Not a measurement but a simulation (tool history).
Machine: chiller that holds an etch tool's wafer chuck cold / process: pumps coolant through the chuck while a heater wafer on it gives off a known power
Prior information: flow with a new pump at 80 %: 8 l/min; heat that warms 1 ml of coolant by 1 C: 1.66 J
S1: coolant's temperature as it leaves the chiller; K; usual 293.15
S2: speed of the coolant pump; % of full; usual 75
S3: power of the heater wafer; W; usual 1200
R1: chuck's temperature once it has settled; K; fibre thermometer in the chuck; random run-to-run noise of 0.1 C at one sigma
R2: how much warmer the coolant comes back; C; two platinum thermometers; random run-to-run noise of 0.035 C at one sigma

{"run": 1, "hour": 0.0, "S1": 293.15, "S2": 75, "S3": 1200, "R1": 308.05, "R2": 5.86}
{"run": 2, "hour": 118.8, "S1": 293.15, "S2": 75, "S3": 1200, "R1": 308.15, "R2": 5.87}
{"run": 3, "hour": 193.5, "S1": 293.15, "S2": 75, "S3": 1200, "R1": 308.15, "R2": 5.84}
{"run": 4, "hour": 308.9, "S1": 293.15, "S2": 75, "S3": 1200, "R1": 308.25, "R2": 5.79}
{"run": 5, "hour": 430.7, "S1": 293.15, "S2": 75, "S3": 1200, "R1": 308.15, "R2": 5.85}
{"run": 6, "hour": 530.8, "S1": 293.15, "S2": 75, "S3": 1311, "R1": 309.35, "R2": 6.34}
{"run": 7, "hour": 632.4, "S1": 293.15, "S2": 75, "S3": 1311, "R1": 309.55, "R2": 6.43}
{"run": 8, "hour": 713.1, "S1": 293.15, "S2": 75, "S3": 1200, "R1": 307.95, "R2": 5.84}
{"run": 9, "hour": 786.0, "S1": 293.15, "S2": 75, "S3": 1200, "R1": 308.05, "R2": 5.82}
{"run": 10, "hour": 869.8, "S1": 293.15, "S2": 75, "S3": 1200, "R1": 307.95, "R2": 5.9}
{"run": 11, "hour": 953.8, "S1": 293.15, "S2": 75, "S3": 1200, "R1": 307.95, "R2": 5.77}
{"run": 12, "hour": 1046.4, "S1": 297.15, "S2": 75, "S3": 1200, "R1": 312.15, "R2": 5.8}
{"run": 13, "hour": 1126.2, "S1": 297.15, "S2": 75, "S3": 1200, "R1": 311.85, "R2": 5.93}
{"run": 14, "hour": 1213.4, "S1": 293.15, "S2": 75, "S3": 1200, "R1": 308.25, "R2": 5.78}
{"run": 15, "hour": 1293.1, "S1": 293.15, "S2": 63, "S3": 1200, "R1": 310.55, "R2": 7.13}
{"run": 16, "hour": 1380.4, "S1": 293.15, "S2": 75, "S3": 1200, "R1": 307.95, "R2": 5.85}

Predict the results of run 17:
{"run": 17, "hour": 1505.1, "S1": 293.15, "S2": 75, "S3": 1200, "R1": "?", "R2": "?"}

{"run 17": {"R1": 308.05, "R2": 5.81}}
Minus the tool's unlogged condition, the same run would have read R1 308.05 K, R2 5.81 C.

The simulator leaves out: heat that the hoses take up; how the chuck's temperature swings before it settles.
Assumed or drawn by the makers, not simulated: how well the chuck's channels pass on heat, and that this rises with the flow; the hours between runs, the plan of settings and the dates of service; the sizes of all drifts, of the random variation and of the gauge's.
